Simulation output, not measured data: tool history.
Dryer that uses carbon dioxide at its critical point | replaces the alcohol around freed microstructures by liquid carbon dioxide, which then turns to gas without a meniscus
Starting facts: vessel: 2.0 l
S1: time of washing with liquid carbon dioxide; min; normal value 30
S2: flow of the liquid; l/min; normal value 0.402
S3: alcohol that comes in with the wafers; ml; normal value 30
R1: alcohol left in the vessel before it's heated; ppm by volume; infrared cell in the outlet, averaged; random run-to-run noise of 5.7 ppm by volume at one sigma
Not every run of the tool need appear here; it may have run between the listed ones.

run 1 hour=0.0 | S1=30 S2=0.402 S3=30 | R1=201
run 2 hour=10.1 | S1=30 S2=0.402 S3=30 | R1=199
run 3 hour=19.5 | S1=30 S2=0.402 S3=28 | R1=194
run 4 hour=28.0 | S1=30 S2=0.402 S3=28 | R1=195
run 5 hour=35.6 | S1=30 S2=0.402 S3=28 | R1=190
run 6 hour=44.0 | S1=31 S2=0.402 S3=30 | R1=184
run 7 hour=52.2 | S1=31 S2=0.402 S3=30 | R1=191
run 8 hour=58.4 | S1=31 S2=0.402 S3=30 | R1=187
run 9 hour=66.4 | S1=23 S2=0.402 S3=30 | R1=548
run 10 hour=78.3 | S1=23 S2=0.428 S3=30 | R1=449
run 11 hour=85.7 | S1=23 S2=0.428 S3=30 | R1=447
run 12 hour=94.8 | S1=23 S2=0.428 S3=30 | R1=454
run 13 hour=101.2 | S1=30 S2=0.402 S3=30 | R1=212
run 14 hour=111.2 | S1=30 S2=0.402 S3=30 | R1=213
run 15 hour=119.4 | S1=30 S2=0.402 S3=30 | R1=222
run 16 hour=127.2 | S1=30 S2=0.402 S3=30 | R1=220
run 17 hour=137.2 | S1=30 S2=0.402 S3=44 | R1=327
run 18 hour=148.9 | S1=30 S2=0.402 S3=30 | R1=218
run 19 hour=157.3 | S1=30 S2=0.402 S3=30 | R1=217
run 20 hour=166.5 | S1=34 S2=0.402 S3=30 | R1=124
run 21 hour=175.6 | S1=34 S2=0.402 S3=30 | R1=131
run 22 hour=183.6 | S1=30 S2=0.402 S3=30 | R1=214
run 23 hour=193.7 | S1=30 S2=0.402 S3=30 | R1=229
run 24 hour=204.0 | S1=25 S2=0.402 S3=30 | R1=448
run 25 hour=214.6 | S1=19 S2=0.313 S3=30 | R1=1949
run 26 hour=221.8 | S1=44 S2=0.562 S3=103 | R1=18
run 27 hour=232.1 | S1=44 S2=0.243 S3=57 | R1=756
run 28 hour=238.9 | S1=38 S2=0.243 S3=97 | R1=2103
run 29 hour=247.9 | S1=19 S2=0.430 S3=97 | R1=2745
run 30 hour=257.0 | S1=19 S2=0.430 S3=97 | R1=2725
run 31 hour=263.9 | S1=19 S2=0.430 S3=97 | R1=2735
run 32 hour=275.5 | S1=40 S2=0.402 S3=96 | R1=190
run 33 hour=286.1 | S1=18 S2=0.550 S3=96 | R1=1457
run 34 hour=294.2 | S1=20 S2=0.355 S3=88 | R1=3736
run 35 hour=302.8 | S1=20 S2=0.355 S3=88 | R1=3823
run 36 hour=311.7 | S1=31 S2=0.265 S3=88 | R1=2802
run 37 hour=318.8 | S1=31 S2=0.265 S3=88 | R1=2707
run 38 hour=330.3 | S1=27 S2=0.346 S3=70 | R1=1458
run 39 hour=338.0 | S1=27 S2=0.346 S3=40 | R1=826
run 40 hour=349.1 | S1=27 S2=0.346 S3=40 | R1=828
run 41 hour=360.2 | S1=37 S2=0.402 S3=108 | R1=334
run 42 hour=368.5 | S1=37 S2=0.402 S3=108 | R1=330
run 43 hour=379.7 | S1=37 S2=0.402 S3=108 | R1=342
run 44 hour=390.4 | S1=37 S2=0.431 S3=27 | R1=77
run 45 hour=395.7 | S1=31 S2=0.402 S3=86 | R1=606
run 46 hour=406.2 | S1=31 S2=0.402 S3=86 | R1=600
run 47 hour=417.0 | S1=47 S2=0.320 S3=28 | R1=109

Same runs, no hidden state in the tool, same run-to-run variation:
Hidden state at play: flow that reaches the vessel past the clogged filter, %; alcohol in the recycled carbon dioxide, ppm; drift of the gauge itself on alcohol_ppm, %.
run=1 R1=186
run=2 R1=183
run=3 R1=177
run=4 R1=178
run=5 R1=171
run=6 R1=165
run=7 R1=171
run=8 R1=167
run=9 R1=503
run=10 R1=407
run=11 R1=404
run=12 R1=409
run=13 R1=184
run=14 R1=183
run=15 R1=191
run=16 R1=188
run=17 R1=282
run=18 R1=185
run=19 R1=183
run=20 R1=99
run=21 R1=105
run=22 R1=176
run=23 R1=189
run=24 R1=383
run=25 R1=1778
run=26 R1=9
run=27 R1=635
run=28 R1=1815
run=29 R1=2392
run=30 R1=2366
run=31 R1=2371
run=32 R1=138
run=33 R1=1207
run=34 R1=3272
run=35 R1=3340
run=36 R1=2394
run=37 R1=2307
run=38 R1=1202
run=39 R1=676
run=40 R1=675
run=41 R1=237
run=42 R1=231
run=43 R1=240
run=44 R1=49
run=45 R1=446
run=46 R1=438
run=47 R1=72

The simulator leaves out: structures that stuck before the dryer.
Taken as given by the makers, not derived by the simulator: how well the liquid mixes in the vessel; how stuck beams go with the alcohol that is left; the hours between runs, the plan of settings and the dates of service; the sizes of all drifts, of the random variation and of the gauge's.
